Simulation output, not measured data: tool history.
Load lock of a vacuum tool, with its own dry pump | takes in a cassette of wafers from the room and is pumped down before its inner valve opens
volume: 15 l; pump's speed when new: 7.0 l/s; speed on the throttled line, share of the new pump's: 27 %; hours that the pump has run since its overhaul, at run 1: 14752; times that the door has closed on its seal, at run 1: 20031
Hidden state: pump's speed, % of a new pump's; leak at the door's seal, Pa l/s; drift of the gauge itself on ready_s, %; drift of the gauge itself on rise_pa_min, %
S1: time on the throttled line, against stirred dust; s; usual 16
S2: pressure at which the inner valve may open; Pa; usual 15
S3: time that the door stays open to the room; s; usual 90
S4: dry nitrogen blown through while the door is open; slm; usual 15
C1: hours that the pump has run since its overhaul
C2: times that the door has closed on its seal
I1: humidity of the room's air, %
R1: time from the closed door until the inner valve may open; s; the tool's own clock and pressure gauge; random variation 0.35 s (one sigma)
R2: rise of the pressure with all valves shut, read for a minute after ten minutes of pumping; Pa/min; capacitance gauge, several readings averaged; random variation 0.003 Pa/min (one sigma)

run 1 hour=0.0 | S1=16 S2=15 S3=90 S4=15 | C1=14752 C2=20031 | I1=42.6 | R1=35.8 R2=0.154
run 2 hour=202.3 | S1=16 S2=15 S3=90 S4=12 | C1=14954 C2=20468 | I1=44.3 | R1=35.1 R2=0.156
run 3 hour=416.8 | S1=16 S2=15 S3=90 S4=12 | C1=15169 C2=20931 | I1=43.9 | R1=35.5 R2=0.161
run 4 hour=672.8 | S1=16 S2=15 S3=90 S4=15 | C1=15425 C2=21484 | I1=43.6 | R1=34.7 R2=0.164
run 5 hour=830.4 | S1=16 S2=15 S3=90 S4=15 | C1=15582 C2=21824 | I1=47.4 | R1=35.8 R2=0.178
run 6 hour=1019.2 | S1=16 S2=15 S3=90 S4=15 | C1=15771 C2=22232 | I1=43.5 | R1=35.5 R2=0.172
run 7 hour=1358.7 | S1=16 S2=15 S3=90 S4=15 | C1=16111 C2=22965 | I1=45.6 | R1=35.4 R2=0.180
run 8 hour=1579.4 | S1=15 S2=13 S3=52 S4=17 | C1=16331 C2=23441 | I1=44.2 | R1=36.1 R2=0.181
-- hour=1624.7 dry pump taken out, an overhauled one fitted
run 9 hour=1783.7 | S1=29 S2=11 S3=239 S4=35 | C1=159 C2=23870 | I1=46.3 | R1=40.2 R2=0.195
run 10 hour=1923.8 | S1=16 S2=15 S3=90 S4=20 | C1=299 C2=24172 | I1=44.5 | R1=30.9 R2=0.185
run 11 hour=2214.0 | S1=16 S2=15 S3=90 S4=20 | C1=589 C2=24799 | I1=47.6 | R1=30.8 R2=0.194
run 12 hour=2527.6 | S1=16 S2=13 S3=90 S4=8 | C1=903 C2=25476 | I1=43.1 | R1=31.5 R2=0.210
run 13 hour=2746.1 | S1=16 S2=13 S3=29 S4=12 | C1=1121 C2=25948 | I1=45.0 | R1=30.5 R2=0.198
run 14 hour=2984.1 | S1=11 S2=10 S3=144 S4=36 | C1=1359 C2=26461 | I1=42.9 | R1=28.4 R2=0.200

Forecast each of these 5 alternatives for the next run:
run A hour=3249.0 | S1=16 S2=27 S3=98 S4=36 | C1=1624 C2=27033 | I1=46.2 | R1=? R2=?
run B hour=3249.0 | S1=15 S2=15 S3=90 S4=15 | C1=1624 C2=27033 | I1=47.1 | R1=? R2=?
run C hour=3249.0 | S1=19 S2=11 S3=144 S4=4 | C1=1624 C2=27033 | I1=44.1 | R1=? R2=?
run D hour=3249.0 | S1=13 S2=29 S3=144 S4=27 | C1=1624 C2=27033 | I1=43.7 | R1=? R2=?
run E hour=3249.0 | S1=20 S2=15 S3=90 S4=24 | C1=1624 C2=27033 | I1=44.6 | R1=? R2=?

run=A R1=29.2 R2=0.211
run=B R1=30.4 R2=0.221
run=C R1=33.5 R2=0.240
run=D R1=27.5 R2=0.215
run=E R1=33.8 R2=0.209
Without the tool's hidden state the same runs would have given:
run=A R1=28.7 R2=0.044
run=B R1=29.8 R2=0.053
run=C R1=33.0 R2=0.072
run=D R1=27.0 R2=0.050
run=E R1=33.3 R2=0.043

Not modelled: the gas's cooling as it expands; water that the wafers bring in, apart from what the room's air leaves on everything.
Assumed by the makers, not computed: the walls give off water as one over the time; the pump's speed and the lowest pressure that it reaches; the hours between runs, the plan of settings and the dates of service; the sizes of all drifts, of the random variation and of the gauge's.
